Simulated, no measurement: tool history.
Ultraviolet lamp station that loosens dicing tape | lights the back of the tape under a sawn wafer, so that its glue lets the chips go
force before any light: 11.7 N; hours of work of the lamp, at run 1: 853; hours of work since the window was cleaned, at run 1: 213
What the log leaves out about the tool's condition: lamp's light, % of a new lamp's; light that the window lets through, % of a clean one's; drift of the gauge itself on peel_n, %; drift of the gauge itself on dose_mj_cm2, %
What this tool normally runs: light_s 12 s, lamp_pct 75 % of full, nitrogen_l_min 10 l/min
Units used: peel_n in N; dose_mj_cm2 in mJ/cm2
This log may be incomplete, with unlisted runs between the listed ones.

run	day	light_s	lamp_pct	nitrogen_l_min	hours of work of the lamp	hours of work since the window was cleaned	peel_n	dose_mj_cm2
1	0	12	75	10	853	213	0.892	301
2	1.458	8	75	10	868	228	1.978	202
3	3.183	8	75	10	886	245	2.146	195
4	5.038	8	75	10	905	264	2.133	189
5	6.896	12	75	10	924	283	1.04	281
6	9.179	12	75	10	947	306	1.123	271
7	10.979	12	75	10	965	324	1.139	273
8	13.4	12	75	6	990	349	1.602	264
# day 13.692: window cleaned of glue's vapour
9	14.512	12	71	10	1001	8	0.911	300
10	15.783	12	74	10	1014	21	0.849	312
11	18.146	12	74	10	1038	45	0.922	302
12	20.442	12	90	10	1061	69	0.575	361
13	22.708	12	75	10	1084	92	0.905	296
14	24.829	12	75	10	1106	113	0.991	286
15	25.942	12	83	10	1117	124	0.807	314
16	27.462	12	83	10	1132	140	0.847	313
17	28.658	12	83	10	1145	152	0.861	309
18	30.812	12	93	12	1166	174	0.574	345
19	33.133	12	96	10	1190	198	0.681	345
20	35.3	12	96	10	1212	220	0.707	335
21	36.346	12	96	10	1223	230	0.745	331
22	37.571	9	75	3	1235	243	3.728	192
# day 37.733: lamp changed
23	39.079	9	75	3	14	258	2.191	275
24	41.333	11	75	10	37	281	0.721	336
25	43.342	11	75	10	57	301	0.747	327
26	45.788	12	61	17	82	326	0.744	290
27	46.962	23	61	17	94	338	0.199	544
# day 48.438: window cleaned of glue's vapour
28	49.117	10	75	5	115	7	1.079	341
29	51.333	21	78	3	138	29	0.276	740
30	53.233	21	78	3	157	49	0.283	721
31	55.671	14	64	19	182	73	0.354	388

Alternative continuations, all from the tool just after run 31; predict every row:
A	56.779	12	67	5	193	85	?	?
B	56.779	12	68	3	193	85	?	?
C	56.779	19	75	19	193	85	?	?
D	56.779	9	93	3	193	85	?	?

run	peel_n	dose_mj_cm2
A	1.077	347
B	1.487	351
C	0.161	618
D	1.373	363
Take away the tool's hidden state, keep each run's random variation, and the runs would have read:
run	peel_n	dose_mj_cm2
A	0.796	396
B	1.133	401
C	0.15	705
D	1.04	414
